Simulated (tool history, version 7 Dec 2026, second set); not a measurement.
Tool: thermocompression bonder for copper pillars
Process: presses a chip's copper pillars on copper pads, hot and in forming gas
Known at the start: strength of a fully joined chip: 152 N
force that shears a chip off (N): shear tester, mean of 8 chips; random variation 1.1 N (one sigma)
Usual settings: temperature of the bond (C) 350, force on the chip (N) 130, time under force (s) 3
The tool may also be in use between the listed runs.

| run | hour | temperature of the bond (C) | force on the chip (N) | time under force (s) | force that shears a chip off (N) |
|---|---|---|---|---|---|
| 1 | 0 | 350 | 130 | 3 | 95.6 |
| 2 | 58.2 | 350 | 130 | 2 | 85 |
| 3 | 131.9 | 350 | 130 | 2 | 83.9 |
| 4 | 187.8 | 350 | 130 | 2 | 82.9 |
| 5 | 251.1 | 371 | 130 | 3 | 106.5 |
|  | 284.6 | forming gas filter changed |
| 6 | 284.6 | 371 | 97 | 3 | 98.8 |
| 7 | 346.6 | 364 | 130 | 3 | 110.7 |
| 8 | 391.5 | 350 | 130 | 5 | 114 |
|  | 434.3 | heater calibrated with a thermocouple chip |
| 9 | 472.5 | 350 | 130 | 5 | 107.5 |
| 10 | 537.5 | 350 | 130 | 5 | 108.2 |
| 11 | 617.4 | 350 | 130 | 5 | 103.7 |
| 12 | 677.4 | 350 | 130 | 5 | 104.6 |
|  | 682.7 | force cell calibrated |
| 13 | 741 | 350 | 130 | 5 | 103.3 |
| 14 | 795.5 | 350 | 130 | 4 | 97 |
|  | 835.8 | forming gas filter changed |
| 15 | 856.2 | 350 | 130 | 4 | 103.3 |
| 16 | 902.7 | 374 | 130 | 3 | 110.4 |
| 17 | 976.1 | 374 | 130 | 3 | 109.7 |
|  | 1025.6 | force cell calibrated, once more |
| 18 | 1051.3 | 374 | 130 | 3 | 115.2 |
| 19 | 1095 | 374 | 130 | 3 | 112.3 |
| 20 | 1134.6 | 331 | 129 | 3 | 82.2 |
| 21 | 1196.4 | 331 | 129 | 3 | 81 |
| 22 | 1269 | 370 | 130 | 3 | 106.9 |
| 23 | 1338.1 | 370 | 130 | 3 | 105.6 |
|  | 1386.1 | forming gas filter changed |
| 24 | 1405.3 | 370 | 130 | 3 | 112.8 |
| 25 | 1482 | 372 | 172 | 7 | 140.7 |
| 26 | 1540.3 | 350 | 85 | 2 | 64.9 |
| 27 | 1577.5 | 350 | 85 | 2 | 64.4 |
| 28 | 1610.3 | 350 | 85 | 2 | 63 |
| 29 | 1651.7 | 350 | 85 | 2 | 65.7 |
| 30 | 1720.7 | 331 | 130 | 7 | 103.3 |
| 31 | 1788.9 | 357 | 169 | 4 | 116.9 |
| 32 | 1847.2 | 357 | 169 | 4 | 117.6 |
| 33 | 1921.2 | 357 | 169 | 4 | 115.4 |
|  | 1934.5 | forming gas filter changed |
| 34 | 1997.3 | 368 | 155 | 4 | 126.7 |
|  | 2026.2 | heater calibrated with a thermocouple chip |
| 35 | 2070.9 | 368 | 155 | 4 | 123.7 |
| 36 | 2128.7 | 368 | 155 | 4 | 119.6 |
| 37 | 2169.5 | 368 | 155 | 4 | 121.5 |

The next listed run, before its measurement:
| 38 | 2217.8 | 368 | 155 | 4 | ? |

Run 38 gave force that shears a chip off (N) 118.3.
Without the tool's hidden state the same run would have given force that shears a chip off (N) 125.3.
